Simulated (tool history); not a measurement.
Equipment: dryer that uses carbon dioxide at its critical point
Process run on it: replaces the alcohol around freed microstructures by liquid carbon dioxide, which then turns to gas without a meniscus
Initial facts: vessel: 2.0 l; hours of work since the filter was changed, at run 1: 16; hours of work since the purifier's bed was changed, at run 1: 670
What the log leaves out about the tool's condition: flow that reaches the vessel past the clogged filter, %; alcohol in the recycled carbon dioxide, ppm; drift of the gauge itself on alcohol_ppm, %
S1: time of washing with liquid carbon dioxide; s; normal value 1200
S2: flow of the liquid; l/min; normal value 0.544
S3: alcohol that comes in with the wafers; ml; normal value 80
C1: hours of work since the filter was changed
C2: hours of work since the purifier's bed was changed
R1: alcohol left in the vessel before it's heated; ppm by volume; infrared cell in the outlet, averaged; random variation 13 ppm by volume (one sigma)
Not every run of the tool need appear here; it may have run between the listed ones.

| run | day | S1 | S2 | S3 | C1 | C2 | R1 |
|---|---|---|---|---|---|---|---|
| 1 | 0 | 1200 | 0.544 | 80 | 16 | 670 | 964 |
| 2 | 2.058 | 1200 | 0.544 | 39 | 49 | 704 | 575 |
| 3 | 3.633 | 1200 | 0.544 | 39 | 75 | 729 | 594 |
| 4 | 5.542 | 1500 | 0.544 | 80 | 106 | 760 | 527 |
|  | 7.4 | purifier's bed changed |
| 5 | 7.775 | 1500 | 0.544 | 80 | 140 | 6 | 348 |
| 6 | 10.25 | 1500 | 0.544 | 80 | 180 | 46 | 391 |
| 7 | 11.8 | 1500 | 0.544 | 80 | 205 | 71 | 388 |
| 8 | 13.988 | 1500 | 0.544 | 80 | 240 | 106 | 399 |
| 9 | 15.179 | 1500 | 0.544 | 80 | 260 | 126 | 416 |
| 10 | 17.458 | 1200 | 0.394 | 80 | 296 | 163 | 2863 |
| 11 | 19.021 | 1200 | 0.394 | 80 | 322 | 188 | 2764 |
| 12 | 20.212 | 1200 | 0.394 | 26 | 341 | 207 | 978 |
| 13 | 21.95 | 1200 | 0.394 | 26 | 369 | 235 | 1004 |
| 14 | 23.529 | 1200 | 0.544 | 59 | 394 | 261 | 817 |
|  | 24.975 | inlet filter changed |
| 15 | 25.729 | 960 | 0.544 | 59 | 12 | 296 | 1330 |
| 16 | 27.317 | 780 | 0.667 | 27 | 38 | 321 | 686 |
| 17 | 29.583 | 780 | 0.667 | 27 | 74 | 358 | 693 |
| 18 | 32.012 | 780 | 0.667 | 27 | 114 | 397 | 719 |
| 19 | 34.8 | 780 | 0.667 | 27 | 159 | 442 | 750 |
| 20 | 36.458 | 1020 | 0.502 | 30 | 186 | 469 | 892 |
| 21 | 39.142 | 1020 | 0.502 | 30 | 229 | 512 | 898 |
| 22 | 40.792 | 1020 | 0.502 | 30 | 256 | 539 | 923 |
| 23 | 43.271 | 1020 | 0.502 | 30 | 296 | 579 | 950 |
| 24 | 44.7 | 960 | 0.502 | 30 | 319 | 602 | 1105 |

Run 25 is up next; what results do you expect?
| 25 | 46.492 | 1200 | 0.483 | 35 | 348 | 631 | ? |

R1: 836 ppm by volume
Without the tool's hidden state the same run would have given R1 552 ppm by volume.

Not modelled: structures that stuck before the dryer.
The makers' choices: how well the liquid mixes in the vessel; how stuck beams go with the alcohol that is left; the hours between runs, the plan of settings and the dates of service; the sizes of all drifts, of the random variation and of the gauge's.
